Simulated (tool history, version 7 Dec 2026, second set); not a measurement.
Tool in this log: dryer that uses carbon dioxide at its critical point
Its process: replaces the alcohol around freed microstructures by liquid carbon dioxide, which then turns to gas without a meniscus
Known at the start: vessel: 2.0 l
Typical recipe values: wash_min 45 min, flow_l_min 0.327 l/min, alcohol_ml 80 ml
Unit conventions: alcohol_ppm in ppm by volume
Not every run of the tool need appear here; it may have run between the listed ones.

{"run": 1, "hour": 0.0, "wash_min": 45, "flow_l_min": 0.327, "alcohol_ml": 80, "alcohol_ppm": 307}
{"run": 2, "hour": 22.8, "wash_min": 45, "flow_l_min": 0.516, "alcohol_ml": 80, "alcohol_ppm": 146}
{"run": 3, "hour": 51.9, "wash_min": 45, "flow_l_min": 0.516, "alcohol_ml": 80, "alcohol_ppm": 160}
{"run": 4, "hour": 64.3, "wash_min": 45, "flow_l_min": 0.352, "alcohol_ml": 80, "alcohol_ppm": 271}
{"run": 5, "hour": 93.5, "wash_min": 45, "flow_l_min": 0.352, "alcohol_ml": 80, "alcohol_ppm": 284}
{"run": 6, "hour": 120.6, "wash_min": 45, "flow_l_min": 0.223, "alcohol_ml": 80, "alcohol_ppm": 1329}
{"hour": 133.1, "done": "inlet filter changed"}
{"run": 7, "hour": 145.2, "wash_min": 45, "flow_l_min": 0.327, "alcohol_ml": 80, "alcohol_ppm": 283}
{"run": 8, "hour": 166.9, "wash_min": 45, "flow_l_min": 0.327, "alcohol_ml": 80, "alcohol_ppm": 287}
{"run": 9, "hour": 183.0, "wash_min": 45, "flow_l_min": 0.327, "alcohol_ml": 34, "alcohol_ppm": 220}
{"run": 10, "hour": 213.2, "wash_min": 45, "flow_l_min": 0.327, "alcohol_ml": 34, "alcohol_ppm": 224}
{"run": 11, "hour": 238.6, "wash_min": 45, "flow_l_min": 0.327, "alcohol_ml": 34, "alcohol_ppm": 237}
{"run": 12, "hour": 255.0, "wash_min": 45, "flow_l_min": 0.307, "alcohol_ml": 34, "alcohol_ppm": 271}
{"run": 13, "hour": 278.6, "wash_min": 45, "flow_l_min": 0.307, "alcohol_ml": 34, "alcohol_ppm": 275}
{"run": 14, "hour": 295.6, "wash_min": 45, "flow_l_min": 0.307, "alcohol_ml": 34, "alcohol_ppm": 288}
{"run": 15, "hour": 324.2, "wash_min": 52, "flow_l_min": 0.458, "alcohol_ml": 46, "alcohol_ppm": 194}
{"run": 16, "hour": 350.4, "wash_min": 37, "flow_l_min": 0.458, "alcohol_ml": 31, "alcohol_ppm": 231}
{"run": 17, "hour": 367.3, "wash_min": 37, "flow_l_min": 0.458, "alcohol_ml": 31, "alcohol_ppm": 227}
{"run": 18, "hour": 387.2, "wash_min": 38, "flow_l_min": 0.278, "alcohol_ml": 80, "alcohol_ppm": 1186}
{"hour": 404.7, "done": "inlet filter changed"}
{"run": 19, "hour": 412.4, "wash_min": 38, "flow_l_min": 0.278, "alcohol_ml": 80, "alcohol_ppm": 817}
{"run": 20, "hour": 440.0, "wash_min": 45, "flow_l_min": 0.268, "alcohol_ml": 78, "alcohol_ppm": 572}
{"run": 21, "hour": 461.7, "wash_min": 34, "flow_l_min": 0.349, "alcohol_ml": 40, "alcohol_ppm": 401}
{"run": 22, "hour": 489.5, "wash_min": 30, "flow_l_min": 0.489, "alcohol_ml": 38, "alcohol_ppm": 281}
{"run": 23, "hour": 504.6, "wash_min": 30, "flow_l_min": 0.489, "alcohol_ml": 38, "alcohol_ppm": 291}
{"run": 24, "hour": 523.1, "wash_min": 48, "flow_l_min": 0.489, "alcohol_ml": 23, "alcohol_ppm": 219}
{"run": 25, "hour": 545.8, "wash_min": 48, "flow_l_min": 0.489, "alcohol_ml": 23, "alcohol_ppm": 228}
{"run": 26, "hour": 571.0, "wash_min": 59, "flow_l_min": 0.219, "alcohol_ml": 31, "alcohol_ppm": 354}
{"hour": 575.8, "done": "purifier's bed changed"}
{"run": 27, "hour": 594.7, "wash_min": 59, "flow_l_min": 0.277, "alcohol_ml": 55, "alcohol_ppm": 83}
{"run": 28, "hour": 621.7, "wash_min": 45, "flow_l_min": 0.366, "alcohol_ml": 80, "alcohol_ppm": 126}

Consider 3 possible next runs. They are alternatives, not a sequence: every one starts from the tool as it was left by run 28. What does each give?
{"run": "A", "hour": 639.4, "wash_min": 47, "flow_l_min": 0.366, "alcohol_ml": 39, "alcohol_ppm": "?"}
{"run": "B", "hour": 639.4, "wash_min": 45, "flow_l_min": 0.481, "alcohol_ml": 80, "alcohol_ppm": "?"}
{"run": "C", "hour": 639.4, "wash_min": 59, "flow_l_min": 0.366, "alcohol_ml": 80, "alcohol_ppm": "?"}

run=A alcohol_ppm=57
run=B alcohol_ppm=35
run=C alcohol_ppm=30
The same runs, with their run-to-run variation unchanged, on a tool lacking any hidden condition would have given:
run=A alcohol_ppm=20
run=B alcohol_ppm=11
run=C alcohol_ppm=7

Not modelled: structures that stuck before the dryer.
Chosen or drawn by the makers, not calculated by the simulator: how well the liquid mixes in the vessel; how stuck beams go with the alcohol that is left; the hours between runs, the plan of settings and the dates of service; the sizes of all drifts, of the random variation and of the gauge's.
